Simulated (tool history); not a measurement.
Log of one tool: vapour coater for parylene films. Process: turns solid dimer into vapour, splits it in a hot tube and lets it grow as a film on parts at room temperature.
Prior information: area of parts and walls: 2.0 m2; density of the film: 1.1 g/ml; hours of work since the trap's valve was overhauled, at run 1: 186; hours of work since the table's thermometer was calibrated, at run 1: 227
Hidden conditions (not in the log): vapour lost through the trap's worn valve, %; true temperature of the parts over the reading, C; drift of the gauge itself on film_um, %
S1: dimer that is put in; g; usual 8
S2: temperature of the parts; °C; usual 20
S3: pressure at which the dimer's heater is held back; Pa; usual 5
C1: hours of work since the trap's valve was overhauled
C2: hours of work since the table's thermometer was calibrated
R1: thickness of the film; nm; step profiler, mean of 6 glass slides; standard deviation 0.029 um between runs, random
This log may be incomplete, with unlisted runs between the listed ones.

{"run": 1, "hour": 0.0, "S1": 8, "S2": 20, "S3": 5, "C1": 186, "C2": 227, "R1": 2450}
{"run": 2, "hour": 11.6, "S1": 8, "S2": 20, "S3": 5, "C1": 195, "C2": 236, "R1": 2460}
{"run": 3, "hour": 24.2, "S1": 8, "S2": 20, "S3": 5, "C1": 205, "C2": 246, "R1": 2480}
{"run": 4, "hour": 34.8, "S1": 8, "S2": 20, "S3": 2.96, "C1": 213, "C2": 254, "R1": 2580}
{"run": 5, "hour": 42.6, "S1": 8, "S2": 20, "S3": 5, "C1": 219, "C2": 260, "R1": 2450}
{"run": 6, "hour": 50.2, "S1": 8, "S2": 20, "S3": 5, "C1": 225, "C2": 266, "R1": 2460}
{"run": 7, "hour": 63.5, "S1": 8, "S2": 20, "S3": 5, "C1": 235, "C2": 276, "R1": 2410}
{"run": 8, "hour": 73.8, "S1": 8, "S2": 20, "S3": 5, "C1": 244, "C2": 285, "R1": 2350}
{"run": 9, "hour": 87.1, "S1": 8, "S2": 20, "S3": 5, "C1": 254, "C2": 295, "R1": 2380}
{"run": 10, "hour": 95.4, "S1": 8, "S2": 20, "S3": 5, "C1": 260, "C2": 301, "R1": 2340}
{"run": 11, "hour": 108.0, "S1": 8, "S2": 20, "S3": 5, "C1": 270, "C2": 311, "R1": 2330}
{"run": 12, "hour": 118.3, "S1": 11, "S2": 20, "S3": 3.28, "C1": 278, "C2": 319, "R1": 3330}
{"hour": 123.5, "done": "trap's valve overhauled"}
{"run": 13, "hour": 130.9, "S1": 7, "S2": 17, "S3": 3.5, "C1": 6, "C2": 326, "R1": 2750}
{"run": 14, "hour": 138.9, "S1": 3, "S2": 29, "S3": 5.68, "C1": 12, "C2": 332, "R1": 610}
{"run": 15, "hour": 147.6, "S1": 3, "S2": 29, "S3": 5.68, "C1": 19, "C2": 339, "R1": 630}
{"run": 16, "hour": 154.5, "S1": 11, "S2": 27, "S3": 4.37, "C1": 24, "C2": 344, "R1": 2610}
{"run": 17, "hour": 163.5, "S1": 8, "S2": 20, "S3": 2.82, "C1": 31, "C2": 351, "R1": 2780}
{"run": 18, "hour": 170.5, "S1": 3, "S2": 17, "S3": 3.42, "C1": 37, "C2": 357, "R1": 1190}

Forecast each of these 4 alternatives for the next run:
{"run": "A", "hour": 180.5, "S1": 4, "S2": 20, "S3": 5.69, "C1": 44, "C2": 365, "R1": "?"}
{"run": "B", "hour": 180.5, "S1": 3, "S2": 14, "S3": 3.42, "C1": 44, "C2": 365, "R1": "?"}
{"run": "C", "hour": 180.5, "S1": 6, "S2": 18, "S3": 2.06, "C1": 44, "C2": 365, "R1": "?"}
{"run": "D", "hour": 180.5, "S1": 3, "S2": 17, "S3": 3.42, "C1": 44, "C2": 365, "R1": "?"}

run=A R1=1300
run=B R1=1280
run=C R1=2340
run=D R1=1190
What these runs would have given with no unlogged condition in the tool:
run=A R1=1310
run=B R1=1310
run=C R1=2360
run=D R1=1200

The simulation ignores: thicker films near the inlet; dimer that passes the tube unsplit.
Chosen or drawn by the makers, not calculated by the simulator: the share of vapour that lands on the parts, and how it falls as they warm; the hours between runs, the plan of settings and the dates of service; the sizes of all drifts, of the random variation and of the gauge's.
